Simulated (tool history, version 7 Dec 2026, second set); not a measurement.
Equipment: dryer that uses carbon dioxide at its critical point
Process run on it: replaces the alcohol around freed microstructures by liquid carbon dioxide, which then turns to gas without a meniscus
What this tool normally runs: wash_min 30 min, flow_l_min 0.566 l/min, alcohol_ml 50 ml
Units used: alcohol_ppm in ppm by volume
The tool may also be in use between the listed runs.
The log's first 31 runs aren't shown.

run,hour,wash_min,flow_l_min,alcohol_ml,hours of work since the filter was changed,hours of work since the purifier's bed was changed,alcohol_ppm
32,209.1,23,0.46,105,45,265,619
33,217.1,23,0.699,38,48,268,54
34,223,33,0.634,25,51,271,36
35,229.6,30,0.424,81,54,274,227
36,236.4,30,0.424,81,57,277,219
37,242.2,30,0.424,81,60,280,239
38,248.2,30,0.761,50,63,283,31
39,253.9,30,0.456,50,65,285,120
40,263.1,24,0.398,50,69,289,513
41,270.6,42,0.76,66,73,293,41
42,277.6,42,0.76,66,76,296,26
43,287,29,0.566,29,80,300,66
44,291.2,44,0.566,29,82,302,42
45,298.6,21,0.934,56,85,305,50
46,307.3,29,0.351,50,89,309,423

Consider 4 possible next runs. They are alternatives, not a sequence: every one starts from the tool as it was left by run 46. What does each give?
A,313,40,0.566,29,92,312,?
B,313,36,0.499,82,92,312,?
C,313,30,0.566,22,92,312,?
D,313,38,0.426,78,92,312,?

run,alcohol_ppm
A,32
B,64
C,44
D,95
Had the tool no hidden state, the same runs would have come out as:
run,alcohol_ppm
A,0
B,15
C,6
D,35

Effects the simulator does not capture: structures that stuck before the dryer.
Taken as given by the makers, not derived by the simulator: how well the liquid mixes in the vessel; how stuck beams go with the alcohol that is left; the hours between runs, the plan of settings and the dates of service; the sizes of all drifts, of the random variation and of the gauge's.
